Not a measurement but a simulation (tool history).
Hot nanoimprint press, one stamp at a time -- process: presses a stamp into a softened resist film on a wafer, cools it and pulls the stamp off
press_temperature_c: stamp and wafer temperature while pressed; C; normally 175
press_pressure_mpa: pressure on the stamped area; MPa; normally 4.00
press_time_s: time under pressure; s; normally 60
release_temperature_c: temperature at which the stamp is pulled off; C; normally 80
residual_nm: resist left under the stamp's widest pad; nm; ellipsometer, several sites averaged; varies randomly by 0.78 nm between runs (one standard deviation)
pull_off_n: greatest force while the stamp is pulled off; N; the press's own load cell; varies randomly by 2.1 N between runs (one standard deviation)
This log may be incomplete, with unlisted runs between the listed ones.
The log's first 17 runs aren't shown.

run	hour	press_temperature_c	press_pressure_mpa	press_time_s	release_temperature_c	residual_nm	pull_off_n
18	149.9	175	4.55	60	80	187.0	100
19	157.5	185	6.10	50	65	101.8	134
20	165.7	175	2.81	57	80	233.9	99
21	178.1	175	2.77	60	80	230.0	100
22	188.8	175	4.16	60	80	194.7	103
23	195.2	175	6.18	78	80	145.9	102
24	201.8	175	6.18	78	80	145.1	104
25	208.0	175	6.18	117	80	122.8	105
26	216.6	175	6.18	117	80	123.5	106
27	225.6	187	3.09	74	80	111.6	104
28	232.7	166	2.68	35	66	347.1	133

Expected results for the next run?
29	238.8	176	5.45	60	65	?	?

residual_nm: 161.1 nm
pull_off_n: 133 N
With no hidden state in the tool, this same run would have given residual_nm 164.0 nm, pull_off_n 132 N.
